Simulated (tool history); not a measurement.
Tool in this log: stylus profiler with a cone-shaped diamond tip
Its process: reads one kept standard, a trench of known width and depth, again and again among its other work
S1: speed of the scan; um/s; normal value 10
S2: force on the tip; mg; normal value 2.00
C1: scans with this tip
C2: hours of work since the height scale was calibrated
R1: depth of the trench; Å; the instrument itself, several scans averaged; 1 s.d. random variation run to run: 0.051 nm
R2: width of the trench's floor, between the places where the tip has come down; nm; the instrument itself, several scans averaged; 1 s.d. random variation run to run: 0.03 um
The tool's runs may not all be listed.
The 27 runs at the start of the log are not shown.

Run 28, hour 520.3: usual settings but S1 13 um/s, S2 1.53 mg; C1 9132; C2 746. Result: R1 2019.3 Å, R2 17460 nm.
Run 29, hour 546.8: usual settings but S1 13 um/s, S2 1.53 mg; C1 9362; C2 765. Result: R1 2018.0 Å, R2 17500 nm.
Run 30, hour 572.2: usual settings but S1 13 um/s, S2 1.53 mg; C1 9584; C2 783. Result: R1 2019.6 Å, R2 17470 nm.
Run 31, hour 594.3: usual settings but S1 4 um/s, S2 2.10 mg; C1 9776; C2 799. Result: R1 2023.4 Å, R2 17520 nm.
Run 32, hour 618.8: usual settings but S1 7 um/s, S2 3.18 mg; C1 9989; C2 817. Result: R1 2033.0 Å, R2 17470 nm.
Run 33, hour 631.0: usual settings but S1 39 um/s, S2 0.76 mg; C1 10095; C2 825. Result: R1 2010.6 Å, R2 17270 nm.
Run 34, hour 654.5: usual settings but S1 24 um/s, S2 2.59 mg; C1 10300; C2 842. Result: R1 2027.3 Å, R2 17410 nm.
Run 35, hour 670.7: usual settings but S1 24 um/s, S2 2.59 mg; C1 10441; C2 853. Result: R1 2027.8 Å, R2 17410 nm.
Run 36, hour 693.4: usual settings but S1 2 um/s, S2 1.25 mg; C1 10639; C2 870. Result: R1 2015.8 Å, R2 17440 nm.
Run 37, hour 711.6: usual settings but S1 2 um/s, S2 1.25 mg; C1 10797; C2 883. Result: R1 2015.1 Å, R2 17430 nm.
Run 38, hour 728.3: usual settings but S1 6 um/s, S2 3.54 mg; C1 10943; C2 894. Result: R1 2034.6 Å, R2 17500 nm.
Run 39, hour 744.5: usual settings but S1 7 um/s, S2 4.93 mg; C1 11083; C2 906. Result: R1 2044.8 Å, R2 17430 nm.
Run 40, hour 757.8: usual settings but S1 11 um/s, S2 1.76 mg; C1 11199; C2 915. Result: R1 2021.1 Å, R2 17420 nm.
Run 41, hour 782.4: usual settings but S1 11 um/s, S2 1.76 mg; C1 11413; C2 933. Result: R1 2019.9 Å, R2 17380 nm.
Run 42, hour 808.0: usual settings but S1 11 um/s, S2 1.76 mg; C1 11636; C2 951. Result: R1 2020.3 Å, R2 17420 nm.
Run 43, hour 832.2: usual settings but S1 11 um/s, S2 1.76 mg; C1 11847; C2 968. Result: R1 2021.0 Å, R2 17350 nm.
Run 44, hour 850.3: usual settings but S1 39 um/s, S2 4.95 mg; C1 12004; C2 981. Result: R1 2044.8 Å, R2 17340 nm.
Run 45, hour 862.4: usual settings but S1 21 um/s, S2 2.44 mg; C1 12110; C2 990. Result: R1 2026.4 Å, R2 17340 nm.
Run 46, hour 881.6: usual settings but S1 3 um/s, S2 1.64 mg; C1 12277; C2 1004. Result: R1 2018.2 Å, R2 17390 nm.

What if the next run were any one of these 5? Each begins from the tool's condition after run 46:
Run A, hour 905.6: usual settings but S1 3 um/s, S2 3.54 mg; C1 12486; C2 1021. Result: R1 ?, R2 ?.
Run B, hour 905.6: usual settings but S1 11 um/s, S2 1.47 mg; C1 12486; C2 1021. Result: R1 ?, R2 ?.
Run C, hour 905.6: usual settings but S1 14 um/s, S2 0.84 mg; C1 12486; C2 1021. Result: R1 ?, R2 ?.
Run D, hour 905.6: usual settings but S1 22 um/s, S2 1.48 mg; C1 12486; C2 1021. Result: R1 ?, R2 ?.
Run E, hour 905.6: usual settings but S1 2 um/s, S2 2.50 mg; C1 12486; C2 1021. Result: R1 ?, R2 ?.

run      R1     R2
  A  2035.2  17390
  B  2017.1  17390
  C  2011.4  17230
  D  2017.2  17280
  E  2026.9  17380
The same runs, with their run-to-run variation unchanged, on a tool lacking any hidden condition would have given:
run      R1     R2
  A  2039.8  18040
  B  2021.7  18040
  C  2016.0  17880
  D  2021.8  17930
  E  2031.5  18030

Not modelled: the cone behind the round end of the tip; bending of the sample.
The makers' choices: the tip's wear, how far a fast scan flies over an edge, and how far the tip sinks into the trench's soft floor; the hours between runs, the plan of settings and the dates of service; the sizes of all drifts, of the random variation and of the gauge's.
